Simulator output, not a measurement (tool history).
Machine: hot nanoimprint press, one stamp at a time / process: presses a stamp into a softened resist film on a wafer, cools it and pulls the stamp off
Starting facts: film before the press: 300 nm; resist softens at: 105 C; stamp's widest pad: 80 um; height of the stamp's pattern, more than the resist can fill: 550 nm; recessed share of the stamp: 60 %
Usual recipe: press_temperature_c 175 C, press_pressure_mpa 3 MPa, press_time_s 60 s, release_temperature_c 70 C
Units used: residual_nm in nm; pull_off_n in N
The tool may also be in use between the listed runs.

run,hour,press_temperature_c,press_pressure_mpa,press_time_s,release_temperature_c,residual_nm,pull_off_n
1,0,175,3,60,70,118.6,215
2,25.2,175,2.39,60,70,130.7,214
3,52.5,175,2.39,60,70,129.4,226
4,86.5,175,2.39,60,70,129.4,222
5,103.2,175,4.7,60,70,96.9,224
6,119.9,175,1.98,60,70,139.2,234
7,149.1,175,2.44,60,70,128.3,234
# hour 178: plate thermocouple calibrated
8,180.3,175,2.44,60,70,134.9,235
9,198.8,176,2.44,60,70,130.4,253
10,214.2,186,4.6,37,73,83.6,235
11,234.7,176,2.38,95,78,109.1,211
12,261.1,186,2.33,33,78,118.3,212
13,294.6,172,3,79,70,124.3,258
14,314.3,165,2.02,79,70,186.2,262

Predict each of these 4 candidate next runs independently; none follows another, all start after run 14:
A,328.7,171,1.97,60,67,?,?
B,328.7,165,2.68,59,70,?,?
C,328.7,176,2.96,79,70,?,?
D,328.7,175,2.19,73,70,?,?

run,residual_nm,pull_off_n
A,168.3,276
B,187.4,253
C,105.9,262
D,128.5,255
Without the tool's hidden state the same runs would have given:
run,residual_nm,pull_off_n
A,169.2,211
B,188.1,193
C,106,200
D,129.1,195
